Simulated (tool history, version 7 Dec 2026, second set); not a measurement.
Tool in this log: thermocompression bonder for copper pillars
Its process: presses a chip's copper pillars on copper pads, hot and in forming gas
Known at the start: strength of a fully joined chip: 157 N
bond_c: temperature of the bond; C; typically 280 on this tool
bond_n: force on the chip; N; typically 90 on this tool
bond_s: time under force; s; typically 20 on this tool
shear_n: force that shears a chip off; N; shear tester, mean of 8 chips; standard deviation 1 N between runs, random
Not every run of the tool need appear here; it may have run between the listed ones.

run   hour  bond_c  bond_n  bond_s  shear_n
  1    0.0     280      90      20    114.1
  2   31.7     278      90      20    111.5
  3   48.8     278      90      20    111.2
  4   77.3     280      90      20    111.5
  5   92.8     280      90      20    110.9
  6  115.5     280     107      20    115.7
     128.2  -- forming gas filter changed
  7  146.0     280      90      20    118.5
  8  172.2     280      90      40    133.0
  9  194.6     280      90      20    115.4
     209.4  -- heater calibrated with a thermocouple chip
 10  215.2     280      90      20    107.0
 11  235.8     280      90      20    104.6
 12  263.5     280      90      20    104.6
 13  280.8     280      90      20    104.4
     290.0  -- forming gas filter changed
 14  311.6     280      90      20    108.9
 15  338.8     280      90      20    108.6
 16  354.0     280      90      20    106.3
 17  384.9     280      90      20    106.4
 18  403.8     280      90      20    104.9
 19  428.3     280      90      20    103.4
     450.6  -- forming gas filter changed
 20  458.6     287      90      17    114.6
 21  484.3     252      90      30     96.5
 22  499.1     252      90      30     96.4
 23  528.0     303      90      22    127.1
 24  557.8     303      90      22    125.2
 25  584.9     280     106      20    113.9
 26  601.5     271      83      12     80.8
     612.3  -- forming gas filter changed
 27  618.2     271      83      12     87.9
 28  643.9     308      93      55    147.6
 29  657.1     276      93      55    132.9
 30  670.2     276      93      55    132.7
 31  698.0     304      73      20    117.1
 32  714.4     297      93      56    138.8
 33  743.4     297      93      56    136.2
 34  767.8     267      93      56    122.3
     772.8  -- forming gas filter changed
 35  786.4     280      60      20     97.0
 36  818.7     280      67      20     99.7
 37  832.3     280      67      20     99.4
 38  864.6     280     107      16    108.0

What if the next run were any one of these 3? Each begins from the tool's condition after run 38:
  A  890.7     267     117      12        ?
  B  890.7     280     127      22        ?
  C  890.7     309     108      11        ?

run  shear_n
  A     90.7
  B    119.0
  C    118.8
With no hidden state in the tool, these same runs would have given:
run  shear_n
  A     93.9
  B    124.9
  C    125.0
